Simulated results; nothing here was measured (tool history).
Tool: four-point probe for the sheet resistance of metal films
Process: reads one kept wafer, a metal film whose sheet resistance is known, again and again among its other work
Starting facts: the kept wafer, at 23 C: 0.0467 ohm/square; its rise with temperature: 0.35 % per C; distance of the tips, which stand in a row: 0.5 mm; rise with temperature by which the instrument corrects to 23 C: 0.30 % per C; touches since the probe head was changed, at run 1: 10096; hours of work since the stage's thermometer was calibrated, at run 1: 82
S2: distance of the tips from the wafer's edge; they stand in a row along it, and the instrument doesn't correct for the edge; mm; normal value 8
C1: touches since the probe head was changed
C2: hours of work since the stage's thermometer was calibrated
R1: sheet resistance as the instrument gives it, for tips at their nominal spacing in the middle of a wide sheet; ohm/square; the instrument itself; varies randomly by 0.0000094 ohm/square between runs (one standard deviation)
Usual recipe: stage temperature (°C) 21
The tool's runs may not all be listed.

Run 1, day 0: usual settings; C1 10096; C2 82. Result: R1 0.046961 ohm/square.
Run 2, day 1.038: usual settings but stage temperature (°C) 20; C1 11399; C2 102. Result: R1 0.046927 ohm/square.
Run 3, day 2.958: usual settings but stage temperature (°C) 20; C1 13805; C2 138. Result: R1 0.046961 ohm/square.
Run 4, day 4.508: usual settings but stage temperature (°C) 20; C1 15748; C2 167. Result: R1 0.046952 ohm/square.
Run 5, day 6.504: usual settings; C1 18253; C2 204. Result: R1 0.046986 ohm/square.
Run 6, day 8.542: usual settings; C1 20805; C2 243. Result: R1 0.047007 ohm/square.
Run 7, day 9.679: usual settings but stage temperature (°C) 26; C1 22233; C2 264. Result: R1 0.047129 ohm/square.
Run 8, day 11.392: usual settings but S2 4 mm; C1 24381; C2 296. Result: R1 0.047327 ohm/square.
Run 9, day 12.329: usual settings but S2 15 mm; C1 25559; C2 314. Result: R1 0.046969 ohm/square.
Run 10, day 13.333: usual settings but S2 15 mm; C1 26817; C2 333. Result: R1 0.046972 ohm/square.
At day 13.442: stage's thermometer calibrated.
Run 11, day 14.658: usual settings but S2 15 mm; C1 28452; C2 23. Result: R1 0.046972 ohm/square.
Run 12, day 15.754: usual settings but stage temperature (°C) 27; C1 29828; C2 44. Result: R1 0.047212 ohm/square.
Run 13, day 16.821: usual settings but stage temperature (°C) 27; C1 31163; C2 64. Result: R1 0.047202 ohm/square.
Run 14, day 17.988: usual settings but stage temperature (°C) 27; C1 32625; C2 86. Result: R1 0.047219 ohm/square.
Run 15, day 20.021: usual settings but S2 32 mm; C1 35175; C2 124. Result: R1 0.046997 ohm/square.
Run 16, day 21.954: usual settings but S2 32 mm; C1 37600; C2 160. Result: R1 0.046998 ohm/square.
Run 17, day 23.892: usual settings but S2 3 mm; C1 40030; C2 197. Result: R1 0.047677 ohm/square.
At day 24.096: stage's thermometer calibrated, once more.
Run 18, day 24.829: usual settings but stage temperature (°C) 27, S2 3 mm; C1 41182; C2 14. Result: R1 0.047865 ohm/square.
Run 19, day 26.133: usual settings but stage temperature (°C) 18, S2 7 mm; C1 42817; C2 38. Result: R1 0.047082 ohm/square.
Run 20, day 27.517: usual settings but stage temperature (°C) 20, S2 3 mm; C1 44553; C2 64. Result: R1 0.047701 ohm/square.
Run 21, day 29.454: usual settings but stage temperature (°C) 28; C1 46980; C2 101. Result: R1 0.047313 ohm/square.
Run 22, day 31.329: usual settings but stage temperature (°C) 33, S2 39 mm; C1 49330; C2 136. Result: R1 0.047354 ohm/square.
Run 23, day 33.229: usual settings but stage temperature (°C) 33, S2 39 mm; C1 51715; C2 172. Result: R1 0.047353 ohm/square.
Run 24, day 34.979: usual settings but stage temperature (°C) 33, S2 39 mm; C1 53908; C2 205. Result: R1 0.04737 ohm/square.
Run 25, day 36.504: usual settings but stage temperature (°C) 22; C1 55821; C2 234. Result: R1 0.047225 ohm/square.
Run 26, day 38.233: usual settings but stage temperature (°C) 23; C1 57989; C2 266. Result: R1 0.047252 ohm/square.
Run 27, day 39.738: usual settings but stage temperature (°C) 31, S2 5 mm; C1 59878; C2 294. Result: R1 0.047604 ohm/square.
Run 28, day 40.779: usual settings but stage temperature (°C) 31, S2 5 mm; C1 61184; C2 314. Result: R1 0.047601 ohm/square.
Run 29, day 42.371: usual settings but stage temperature (°C) 25, S2 55 mm; C1 63179; C2 344. Result: R1 0.047231 ohm/square.
Run 30, day 43.992: usual settings but stage temperature (°C) 25, S2 55 mm; C1 65212; C2 375. Result: R1 0.047235 ohm/square.
Run 31, day 45.333: usual settings but stage temperature (°C) 28, S2 14 mm; C1 66891; C2 400. Result: R1 0.047344 ohm/square.
Run 32, day 46.729: usual settings; C1 68643; C2 426. Result: R1 0.047259 ohm/square.
Run 33, day 48.775: usual settings but stage temperature (°C) 33, S2 20 mm; C1 71211; C2 465. Result: R1 0.047481 ohm/square.

Predict each of these 4 candidate next runs independently; none follows another, all start after run 33:
Run A, day 49.633: usual settings but S2 28 mm; C1 72288; C2 481. Result: R1 ?.
Run B, day 49.633: usual settings but stage temperature (°C) 24; C1 72288; C2 481. Result: R1 ?.
Run C, day 49.633: usual settings but stage temperature (°C) 34, S2 20 mm; C1 72288; C2 481. Result: R1 ?.
Run D, day 49.633: usual settings but stage temperature (°C) 23, S2 16 mm; C1 72288; C2 481. Result: R1 ?.

run        R1
  A   0.04718
  B  0.047347
  C  0.047496
  D  0.047232
Had the tool no hidden state, the same runs would have come out as:
run        R1
  A  0.046658
  B  0.046824
  C   0.04697
  D   0.04671

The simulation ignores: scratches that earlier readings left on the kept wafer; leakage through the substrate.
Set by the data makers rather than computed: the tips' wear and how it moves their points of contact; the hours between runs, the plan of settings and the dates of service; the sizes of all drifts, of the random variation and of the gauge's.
